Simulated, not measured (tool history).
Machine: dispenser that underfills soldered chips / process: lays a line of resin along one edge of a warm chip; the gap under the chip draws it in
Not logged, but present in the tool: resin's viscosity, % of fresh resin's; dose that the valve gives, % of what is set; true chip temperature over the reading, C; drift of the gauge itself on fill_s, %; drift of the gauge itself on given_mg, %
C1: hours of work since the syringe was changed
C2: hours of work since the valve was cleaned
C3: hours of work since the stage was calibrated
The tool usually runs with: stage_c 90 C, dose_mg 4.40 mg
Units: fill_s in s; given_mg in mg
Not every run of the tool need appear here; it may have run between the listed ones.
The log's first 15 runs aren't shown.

{"hour": 57.5, "done": "new syringe of resin"}
{"run": 16, "hour": 60.0, "stage_c": 90, "dose_mg": 4.4, "C1": 2, "C2": 15, "C3": 153, "fill_s": 21.0, "given_mg": 4.35}
{"run": 17, "hour": 64.5, "stage_c": 103, "dose_mg": 4.4, "C1": 4, "C2": 18, "C3": 156, "fill_s": 14.6, "given_mg": 4.32}
{"hour": 67.2, "done": "new syringe of resin"}
{"run": 18, "hour": 68.0, "stage_c": 103, "dose_mg": 4.4, "C1": 1, "C2": 20, "C3": 158, "fill_s": 11.4, "given_mg": 4.32}
{"run": 19, "hour": 73.0, "stage_c": 83, "dose_mg": 4.36, "C1": 4, "C2": 23, "C3": 161, "fill_s": 29.0, "given_mg": 4.23}
{"hour": 77.0, "done": "new syringe of resin"}
{"run": 20, "hour": 78.0, "stage_c": 94, "dose_mg": 4.1, "C1": 1, "C2": 26, "C3": 164, "fill_s": 17.2, "given_mg": 4.03}
{"run": 21, "hour": 81.5, "stage_c": 94, "dose_mg": 4.26, "C1": 3, "C2": 28, "C3": 166, "fill_s": 18.4, "given_mg": 4.12}
{"run": 22, "hour": 85.2, "stage_c": 93, "dose_mg": 5.63, "C1": 5, "C2": 31, "C3": 169, "fill_s": 20.7, "given_mg": 5.42}
{"hour": 86.8, "done": "new syringe of resin"}
{"run": 23, "hour": 89.4, "stage_c": 93, "dose_mg": 5.63, "C1": 2, "C2": 33, "C3": 171, "fill_s": 18.0, "given_mg": 5.45}
{"run": 24, "hour": 94.4, "stage_c": 93, "dose_mg": 5.63, "C1": 5, "C2": 36, "C3": 174, "fill_s": 20.7, "given_mg": 5.43}
{"hour": 96.7, "done": "new syringe of resin"}
{"run": 25, "hour": 99.7, "stage_c": 93, "dose_mg": 5.63, "C1": 2, "C2": 40, "C3": 177, "fill_s": 18.2, "given_mg": 5.41}
{"run": 26, "hour": 104.4, "stage_c": 105, "dose_mg": 3.73, "C1": 5, "C2": 43, "C3": 180, "fill_s": 14.7, "given_mg": 3.58}
{"hour": 106.5, "done": "new syringe of resin"}
{"run": 27, "hour": 108.4, "stage_c": 104, "dose_mg": 4.48, "C1": 1, "C2": 45, "C3": 183, "fill_s": 11.7, "given_mg": 4.26}
{"run": 28, "hour": 110.7, "stage_c": 85, "dose_mg": 4.33, "C1": 3, "C2": 46, "C3": 184, "fill_s": 27.2, "given_mg": 4.11}
{"run": 29, "hour": 113.0, "stage_c": 84, "dose_mg": 4.41, "C1": 4, "C2": 48, "C3": 186, "fill_s": 29.3, "given_mg": 4.15}
{"hour": 116.2, "done": "new syringe of resin"}
{"run": 30, "hour": 117.1, "stage_c": 83, "dose_mg": 4.46, "C1": 1, "C2": 50, "C3": 188, "fill_s": 26.2, "given_mg": 4.22}
{"run": 31, "hour": 120.3, "stage_c": 83, "dose_mg": 4.95, "C1": 3, "C2": 52, "C3": 190, "fill_s": 28.2, "given_mg": 4.7}
{"run": 32, "hour": 124.1, "stage_c": 79, "dose_mg": 5.01, "C1": 5, "C2": 55, "C3": 193, "fill_s": 37.3, "given_mg": 4.79}
{"hour": 125.8, "done": "new syringe of resin"}
{"run": 33, "hour": 127.6, "stage_c": 79, "dose_mg": 5.01, "C1": 1, "C2": 57, "C3": 195, "fill_s": 30.0, "given_mg": 4.69}
{"run": 34, "hour": 130.2, "stage_c": 79, "dose_mg": 5.01, "C1": 3, "C2": 58, "C3": 196, "fill_s": 32.7, "given_mg": 4.66}
{"hour": 135.6, "done": "new syringe of resin"}
{"run": 35, "hour": 135.8, "stage_c": 94, "dose_mg": 4.4, "C1": 0, "C2": 62, "C3": 200, "fill_s": 16.6, "given_mg": 4.13}

Consider 3 possible next runs. They are alternatives, not a sequence: every one starts from the tool as it was left by run 35. What does each give?
{"run": "A", "hour": 140.3, "stage_c": 86, "dose_mg": 5.19, "C1": 3, "C2": 65, "C3": 203, "fill_s": "?", "given_mg": "?"}
{"run": "B", "hour": 140.3, "stage_c": 84, "dose_mg": 4.03, "C1": 3, "C2": 65, "C3": 203, "fill_s": "?", "given_mg": "?"}
{"run": "C", "hour": 140.3, "stage_c": 80, "dose_mg": 4.63, "C1": 3, "C2": 65, "C3": 203, "fill_s": "?", "given_mg": "?"}

run=A fill_s=25.3 given_mg=4.86
run=B fill_s=29.2 given_mg=3.78
run=C fill_s=33.2 given_mg=4.32
With the hidden condition removed and each run's random variation left untouched, the same runs would have given:
run=A fill_s=22.5 given_mg=5.19
run=B fill_s=25.6 given_mg=4.04
run=C fill_s=29.4 given_mg=4.61
